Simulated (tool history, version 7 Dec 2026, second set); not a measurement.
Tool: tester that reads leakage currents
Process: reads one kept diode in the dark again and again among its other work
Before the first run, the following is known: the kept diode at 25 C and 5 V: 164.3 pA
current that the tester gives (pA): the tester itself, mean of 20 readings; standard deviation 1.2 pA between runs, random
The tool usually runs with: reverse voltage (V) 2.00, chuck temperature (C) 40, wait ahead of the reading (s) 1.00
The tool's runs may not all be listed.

run   hour  reverse voltage (V)  chuck temperature (C)  wait ahead of the reading (s)  current that the tester gives (pA)
  1    0.0                 2.00                     40                           1.00                              424.65
  2   69.1                 2.00                     40                           6.34                              421.70
  3  115.5                 2.00                     40                           6.34                              422.72
  4  196.0                 2.00                     40                           1.00                              424.15
     208.1  -- probe card cleaned and baked
  5  275.7                 2.00                     40                           1.00                              425.67
  6  367.5                 5.41                     24                           9.59                              176.04
  7  436.1                 1.43                     21                           9.81                               79.73
  8  485.8                 2.41                     54                           0.47                             1297.37
  9  551.0                 2.41                     54                           0.47                             1299.19
 10  647.9                 2.00                     49                           0.58                              847.22

5 ways to go on from here, each from the tool as it stands after run 10. What would each give?
     689.0  -- probe card cleaned and baked, once more
  A  698.0                 6.67                     21                           6.96                                   ?
     689.0  -- probe card cleaned and baked, once more
  B  698.0                10.02                     49                           0.58                                   ?
     689.0  -- probe card cleaned and baked, once more
  C  698.0                 1.83                     48                           9.20                                   ?
     689.0  -- probe card cleaned and baked, once more
  D  698.0                 3.02                     28                           1.03                                   ?
     689.0  -- probe card cleaned and baked, once more
  E  698.0                 1.06                     42                           2.52                                   ?

run  current that the tester gives (pA)
  A                              140.66
  B                             1559.68
  C                              755.78
  D                              190.57
  E                              392.88
With the hidden condition removed and each run's random variation left untouched, the same runs would have given:
run  current that the tester gives (pA)
  A                              129.78
  B                             1458.50
  C                              706.27
  D                              176.53
  E                              366.20
